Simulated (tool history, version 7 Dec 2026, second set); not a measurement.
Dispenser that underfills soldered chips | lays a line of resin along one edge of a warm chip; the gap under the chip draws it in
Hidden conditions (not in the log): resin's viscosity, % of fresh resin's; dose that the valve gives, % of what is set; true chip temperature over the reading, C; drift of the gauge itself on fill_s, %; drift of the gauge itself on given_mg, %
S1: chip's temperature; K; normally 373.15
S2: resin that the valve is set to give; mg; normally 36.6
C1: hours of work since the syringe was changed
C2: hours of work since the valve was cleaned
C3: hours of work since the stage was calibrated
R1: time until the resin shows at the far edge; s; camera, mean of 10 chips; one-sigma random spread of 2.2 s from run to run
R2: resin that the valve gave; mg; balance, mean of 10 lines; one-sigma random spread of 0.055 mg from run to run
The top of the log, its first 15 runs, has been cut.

At day 4.25: new syringe of resin.
Run 16, day 4.35: usual settings but S1 375.15 K; C1 2; C2 46; C3 183. Result: R1 217.6 s, R2 35.76 mg.
Run 17, day 4.654: usual settings but S1 375.15 K; C1 7; C2 52; C3 188. Result: R1 291 s, R2 35.79 mg.
At day 4.804: new syringe of resin.
Run 18, day 4.917: usual settings but S1 375.15 K; C1 2; C2 56; C3 193. Result: R1 225.9 s, R2 35.65 mg.
Run 19, day 5.246: usual settings but S1 375.15 K; C1 8; C2 62; C3 199. Result: R1 300.5 s, R2 35.61 mg.
At day 5.35: new syringe of resin.
At day 5.417: dispensing valve cleaned and set on the balance.
Run 20, day 5.646: usual settings but S1 364.15 K, S2 44 mg; C1 5; C2 4; C3 205. Result: R1 351.8 s, R2 43.82 mg.
At day 5.929: new syringe of resin.
Run 21, day 5.979: usual settings but S1 364.15 K, S2 44 mg; C1 1; C2 10; C3 211. Result: R1 282.6 s, R2 43.77 mg.
Run 22, day 6.383: usual settings but S1 368.15 K; C1 8; C2 17; C3 218. Result: R1 367.6 s, R2 36.24 mg.
At day 6.467: new syringe of resin.
Run 23, day 6.767: usual settings but S1 360.15 K, S2 44.2 mg; C1 5; C2 24; C3 225. Result: R1 402.8 s, R2 43.61 mg.
At day 7.008: new syringe of resin.
Run 24, day 7.046: usual settings but S2 38.1 mg; C1 1; C2 29; C3 230. Result: R1 217.6 s, R2 37.56 mg.
Run 25, day 7.258: usual settings but S1 387.15 K, S2 35.5 mg; C1 5; C2 33; C3 233. Result: R1 175 s, R2 34.99 mg.
At day 7.542: new syringe of resin.
Run 26, day 7.633: usual settings but S1 377.15 K, S2 41.3 mg; C1 2; C2 39; C3 240. Result: R1 195.2 s, R2 40.53 mg.
Run 27, day 8.033: usual settings but S1 372.15 K, S2 44.4 mg; C1 9; C2 46; C3 247. Result: R1 325.3 s, R2 43.36 mg.
At day 8.071: new syringe of resin.
Run 28, day 8.392: usual settings but S1 387.15 K, S2 31.9 mg; C1 6; C2 53; C3 253. Result: R1 200.7 s, R2 31.12 mg.
At day 8.6: new syringe of resin.
Run 29, day 8.825: usual settings but S1 387.15 K, S2 31.9 mg; C1 4; C2 60; C3 261. Result: R1 179.6 s, R2 31.02 mg.
At day 9.088: dispensing valve cleaned and set on the balance.
Run 30, day 9.133: usual settings but S1 374.15 K, S2 36.2 mg; C1 9; C2 1; C3 266. Result: R1 320.1 s, R2 36.12 mg.

Predict the results of run 31:
At day 9.171: new syringe of resin.
Run 31, day 9.5: usual settings but S1 386.15 K, S2 46.8 mg; C1 6; C2 7; C3 272. Result: R1 ?, R2 ?.

Run 31 produced R1 180.3 s, R2 46.73 mg.
On a tool with no hidden condition, and with the same random variation, this run would have come out at R1 142.5 s, R2 46.89 mg.
